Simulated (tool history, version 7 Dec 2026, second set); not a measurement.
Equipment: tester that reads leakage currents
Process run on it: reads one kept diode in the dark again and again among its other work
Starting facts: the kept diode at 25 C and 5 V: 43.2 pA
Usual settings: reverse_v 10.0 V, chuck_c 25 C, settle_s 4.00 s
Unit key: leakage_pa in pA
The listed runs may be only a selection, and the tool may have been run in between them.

| run | hour | reverse_v | chuck_c | settle_s | leakage_pa |
|---|---|---|---|---|---|
| 1 | 0.0 | 10.0 | 25 | 4.00 | 53.04 |
| 2 | 37.7 | 10.0 | 32 | 4.00 | 97.08 |
| 3 | 56.3 | 10.0 | 32 | 4.00 | 96.99 |
| 4 | 90.4 | 10.0 | 25 | 7.62 | 52.93 |
| 5 | 106.9 | 10.0 | 25 | 4.00 | 53.29 |
| 6 | 135.1 | 12.2 | 25 | 4.00 | 57.31 |
| 7 | 156.0 | 10.0 | 25 | 4.00 | 53.06 |
| 8 | 185.7 | 10.0 | 25 | 0.73 | 55.64 |
| 9 | 201.4 | 10.0 | 25 | 4.00 | 53.19 |
| 10 | 224.1 | 10.0 | 25 | 4.00 | 53.35 |
| 11 | 248.5 | 10.0 | 25 | 4.00 | 53.45 |
| 12 | 273.3 | 10.0 | 25 | 4.00 | 53.65 |
| 13 | 300.4 | 10.0 | 25 | 4.00 | 53.08 |
| 14 | 316.8 | 10.0 | 25 | 4.00 | 53.19 |
| 15 | 354.2 | 5.0 | 25 | 4.00 | 41.72 |
| 16 | 369.3 | 4.5 | 25 | 4.00 | 40.28 |
| 17 | 394.1 | 10.0 | 25 | 4.00 | 53.63 |
| 18 | 417.7 | 10.0 | 25 | 1.13 | 55.23 |
| 19 | 449.9 | 10.0 | 25 | 1.13 | 54.01 |
| 20 | 465.9 | 10.0 | 25 | 1.96 | 53.27 |
| 21 | 489.3 | 2.8 | 25 | 2.80 | 33.64 |
| 22 | 516.7 | 2.8 | 25 | 2.80 | 33.61 |
| 23 | 552.8 | 3.8 | 44 | 4.07 | 176.57 |
| 24 | 588.7 | 7.3 | 26 | 4.00 | 51.05 |
| 25 | 610.5 | 6.7 | 25 | 1.96 | 45.95 |
| 26 | 636.1 | 7.3 | 25 | 0.60 | 49.11 |
| 27 | 670.3 | 2.9 | 21 | 0.92 | 24.36 |
| 28 | 686.5 | 2.9 | 21 | 0.92 | 24.46 |
| 29 | 715.3 | 1.2 | 25 | 0.38 | 25.16 |
| 30 | 748.3 | 1.2 | 25 | 0.38 | 25.27 |
| 31 | 769.7 | 1.2 | 25 | 0.38 | 25.22 |
| 32 | 787.5 | 9.4 | 25 | 0.39 | 56.35 |
| 33 | 811.7 | 3.6 | 49 | 4.00 | 253.04 |
| 34 | 845.6 | 3.6 | 23 | 3.79 | 30.64 |
| 35 | 868.2 | 3.6 | 23 | 3.79 | 30.51 |
| 36 | 891.1 | 3.6 | 48 | 3.79 | 233.82 |
| 37 | 914.2 | 3.6 | 23 | 0.76 | 31.46 |
| 38 | 938.1 | 3.6 | 23 | 0.76 | 31.28 |
| 39 | 968.7 | 3.6 | 23 | 0.76 | 31.26 |

Put back what was entered between runs (2 entries, withheld): which listed runs does each sit between, and how does the hidden state differ from the listed run before to the listed run after?
After run 16, before run 17: tester calibrated (hour 374.6)
  stray current of the dirty probe card, pA a volt: 0.207 -> 0.217; current scale over the true one, %: 1.37 -> 1.65; true chuck temperature over the reading, C: -0.89 -> -0.91
  the result without the hidden state subtracted from the measured one, leakage_pa: -1.79 -> -1.39 pA
After run 18, before run 19: tester calibrated, once more (hour 433.4)
  stray current of the dirty probe card, pA a volt: 0.227 -> 0.242; current scale over the true one, %: 1.67 -> -0.09; true chuck temperature over the reading, C: -0.93 -> -0.96
  the result without the hidden state subtracted from the measured one, leakage_pa: -1.35 -> -2.28 pA
